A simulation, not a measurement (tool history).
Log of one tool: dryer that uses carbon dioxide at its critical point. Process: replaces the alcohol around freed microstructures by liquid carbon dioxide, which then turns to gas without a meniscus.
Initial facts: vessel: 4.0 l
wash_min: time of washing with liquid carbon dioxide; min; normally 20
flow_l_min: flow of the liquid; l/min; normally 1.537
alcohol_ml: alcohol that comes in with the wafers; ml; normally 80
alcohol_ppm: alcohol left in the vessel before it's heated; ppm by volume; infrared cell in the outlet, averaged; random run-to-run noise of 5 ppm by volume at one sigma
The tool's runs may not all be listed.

run 1 hour=0 | wash_min=20 flow_l_min=1.537 alcohol_ml=80 | alcohol_ppm=60
run 2 hour=12.3 | wash_min=20 flow_l_min=1.537 alcohol_ml=80 | alcohol_ppm=67
run 3 hour=29.5 | wash_min=20 flow_l_min=1.537 alcohol_ml=80 | alcohol_ppm=77
run 4 hour=56.9 | wash_min=20 flow_l_min=1.537 alcohol_ml=80 | alcohol_ppm=73
run 5 hour=86.5 | wash_min=20 flow_l_min=1.537 alcohol_ml=80 | alcohol_ppm=75
run 6 hour=107.1 | wash_min=20 flow_l_min=1.537 alcohol_ml=80 | alcohol_ppm=81
run 7 hour=132 | wash_min=20 flow_l_min=1.537 alcohol_ml=80 | alcohol_ppm=87
run 8 hour=158.1 | wash_min=20 flow_l_min=1.537 alcohol_ml=80 | alcohol_ppm=78
run 9 hour=185.1 | wash_min=20 flow_l_min=1.537 alcohol_ml=80 | alcohol_ppm=82
run 10 hour=211.3 | wash_min=15 flow_l_min=0.95 alcohol_ml=80 | alcohol_ppm=1112

Run 11, settings as shown, results not yet in. Your forecast:
run 11 hour=237.4 | wash_min=17 flow_l_min=1.2 alcohol_ml=80 | alcohol_ppm=?

{"run 11": {"alcohol_ppm": 357}}
With no hidden state in the tool, this same run would have given alcohol_ppm 242 ppm by volume.
